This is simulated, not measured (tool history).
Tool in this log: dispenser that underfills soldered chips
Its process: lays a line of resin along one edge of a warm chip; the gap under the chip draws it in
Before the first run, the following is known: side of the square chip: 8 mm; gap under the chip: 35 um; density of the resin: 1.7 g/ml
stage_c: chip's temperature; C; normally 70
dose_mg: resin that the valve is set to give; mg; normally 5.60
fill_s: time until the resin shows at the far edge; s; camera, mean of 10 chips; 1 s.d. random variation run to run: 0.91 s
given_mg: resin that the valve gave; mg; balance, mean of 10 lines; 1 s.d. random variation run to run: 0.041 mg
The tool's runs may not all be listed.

run	hour	stage_c	dose_mg	fill_s	given_mg
1	0.0	70	5.60	147.1	5.47
2	8.7	70	5.60	101.3	5.62
3	14.8	70	5.60	145.1	5.52
4	22.1	70	5.60	220.0	5.52
5	28.0	70	5.60	121.9	5.46
6	34.0	70	5.60	172.0	5.44
7	40.4	70	5.60	104.0	5.42
8	53.5	70	6.44	216.8	6.18
9	65.1	70	5.85	170.1	5.54
10	71.6	70	5.83	103.4	5.55
11	85.5	70	5.83	194.3	5.65
12	99.1	70	5.83	178.6	5.51
13	109.7	70	5.83	131.2	5.51
14	116.4	79	4.95	140.1	4.67
15	122.2	70	5.18	115.0	4.83
16	133.8	65	5.66	115.4	5.29
17	142.0	76	4.91	120.6	4.59
18	149.0	60	6.92	132.1	6.34
19	162.2	70	6.16	184.3	5.64
20	175.0	65	4.94	212.6	4.46
21	186.4	65	4.94	169.0	4.42
22	194.4	78	5.53	150.8	5.03
23	202.1	77	6.19	92.5	6.20
24	211.7	77	6.19	66.0	6.09
25	217.6	77	6.19	91.8	6.19

Missing from the log above: 16 entries noted between runs. For each, name the pair of listed runs it sits between and say how the tool's hidden condition differs from the listed run just before to the listed run just after:
Runs 1 to 2: new syringe of resin (hour 7.5)
  resin's viscosity, % of fresh resin's: 156.9 -> 107.4; dose that the valve gives, % of what is set: 99.16 -> 98.75; true chip temperature over the reading, C: -2.23 -> -2.27
  measured result minus the result with no hidden state, fill_s: +61.6 -> +15.5 s; given_mg: -0.04 -> -0.07 mg
Runs 4 to 5: new syringe of resin (hour 23.4)
  resin's viscosity, % of fresh resin's: 232.7 -> 129.1; dose that the valve gives, % of what is set: 98.11 -> 97.84; true chip temperature over the reading, C: -2.35 -> -2.38
  measured result minus the result with no hidden state, fill_s: +134.4 -> +36.6 s; given_mg: -0.11 -> -0.12 mg
Runs 6 to 7: new syringe of resin (hour 38.9)
  resin's viscosity, % of fresh resin's: 182.7 -> 110.4; dose that the valve gives, % of what is set: 97.53 -> 97.24; true chip temperature over the reading, C: -2.41 -> -2.45
  measured result minus the result with no hidden state, fill_s: +87.4 -> +19.4 s; given_mg: -0.14 -> -0.15 mg
Runs 8 to 9: new syringe of resin (hour 54.5)
  resin's viscosity, % of fresh resin's: 234.8 -> 181.6; dose that the valve gives, % of what is set: 96.65 -> 96.13; true chip temperature over the reading, C: -2.52 -> -2.59
  measured result minus the result with no hidden state, fill_s: +134.2 -> +86.5 s; given_mg: -0.21 -> -0.23 mg
Runs 9 to 10: new syringe of resin (hour 70.5)
  resin's viscosity, % of fresh resin's: 181.6 -> 106.9; dose that the valve gives, % of what is set: 96.13 -> 95.83; true chip temperature over the reading, C: -2.59 -> -2.62
  measured result minus the result with no hidden state, fill_s: +86.5 -> +17.2 s; given_mg: -0.23 -> -0.24 mg
Runs 10 to 11: stage's temperature calibrated (hour 73.6)
  resin's viscosity, % of fresh resin's: 106.9 -> 225.3; dose that the valve gives, % of what is set: 95.83 -> 95.19; true chip temperature over the reading, C: -2.62 -> -0.32
  measured result minus the result with no hidden state, fill_s: +17.2 -> +109.8 s; given_mg: -0.24 -> -0.28 mg
Runs 11 to 12: new syringe of resin (hour 86.7)
  resin's viscosity, % of fresh resin's: 225.3 -> 201.6; dose that the valve gives, % of what is set: 95.19 -> 94.54; true chip temperature over the reading, C: -0.32 -> -0.39
  measured result minus the result with no hidden state, fill_s: +109.8 -> +92.1 s; given_mg: -0.28 -> -0.31 mg
Runs 12 to 13: new syringe of resin (hour 102.7)
  resin's viscosity, % of fresh resin's: 201.6 -> 149.8; dose that the valve gives, % of what is set: 94.54 -> 94.03; true chip temperature over the reading, C: -0.39 -> -0.45
  measured result minus the result with no hidden state, fill_s: +92.1 -> +46.1 s; given_mg: -0.31 -> -0.35 mg
Runs 14 to 15: new syringe of resin (hour 118.0)
  resin's viscosity, % of fresh resin's: 221.3 -> 127.1; dose that the valve gives, % of what is set: 93.73 -> 93.44; true chip temperature over the reading, C: -0.49 -> -0.52
  measured result minus the result with no hidden state, fill_s: +79.5 -> +28.2 s; given_mg: -0.31 -> -0.34 mg
Runs 15 to 16: new syringe of resin (hour 133.4)
  resin's viscosity, % of fresh resin's: 127.1 -> 103.4; dose that the valve gives, % of what is set: 93.44 -> 92.87; true chip temperature over the reading, C: -0.52 -> -0.59
  measured result minus the result with no hidden state, fill_s: +28.2 -> +8.1 s; given_mg: -0.34 -> -0.41 mg
Runs 17 to 18: new syringe of resin (hour 149.0)
  resin's viscosity, % of fresh resin's: 165.9 -> 99.1; dose that the valve gives, % of what is set: 92.46 -> 92.15; true chip temperature over the reading, C: -0.64 -> -0.68
  measured result minus the result with no hidden state, fill_s: +51.8 -> +3.5 s; given_mg: -0.38 -> -0.54 mg
Runs 19 to 20: new syringe of resin (hour 164.5)
  resin's viscosity, % of fresh resin's: 211.9 -> 184.5; dose that the valve gives, % of what is set: 91.57 -> 90.98; true chip temperature over the reading, C: -0.75 -> -0.82
  measured result minus the result with no hidden state, fill_s: +101.1 -> +104.9 s; given_mg: -0.52 -> -0.44 mg
Runs 20 to 21: new syringe of resin (hour 180.1)
  resin's viscosity, % of fresh resin's: 184.5 -> 143.3; dose that the valve gives, % of what is set: 90.98 -> 90.45; true chip temperature over the reading, C: -0.82 -> -0.89
  measured result minus the result with no hidden state, fill_s: +104.9 -> +59.6 s; given_mg: -0.44 -> -0.47 mg
Runs 22 to 23: new syringe of resin (hour 195.4); dispensing valve cleaned and set on the balance (hour 199.3)
  resin's viscosity, % of fresh resin's: 227.2 -> 139.7; dose that the valve gives, % of what is set: 90.06 -> 100.13; true chip temperature over the reading, C: -0.93 -> -0.97
  measured result minus the result with no hidden state, fill_s: +88.4 -> +28.7 s; given_mg: -0.55 -> +0.01 mg
Runs 23 to 24: new syringe of resin (hour 211.7)
  resin's viscosity, % of fresh resin's: 139.7 -> 100.5; dose that the valve gives, % of what is set: 100.13 -> 99.69; true chip temperature over the reading, C: -0.97 -> -1.02
  measured result minus the result with no hidden state, fill_s: +28.7 -> +2.9 s; given_mg: +0.01 -> -0.02 mg
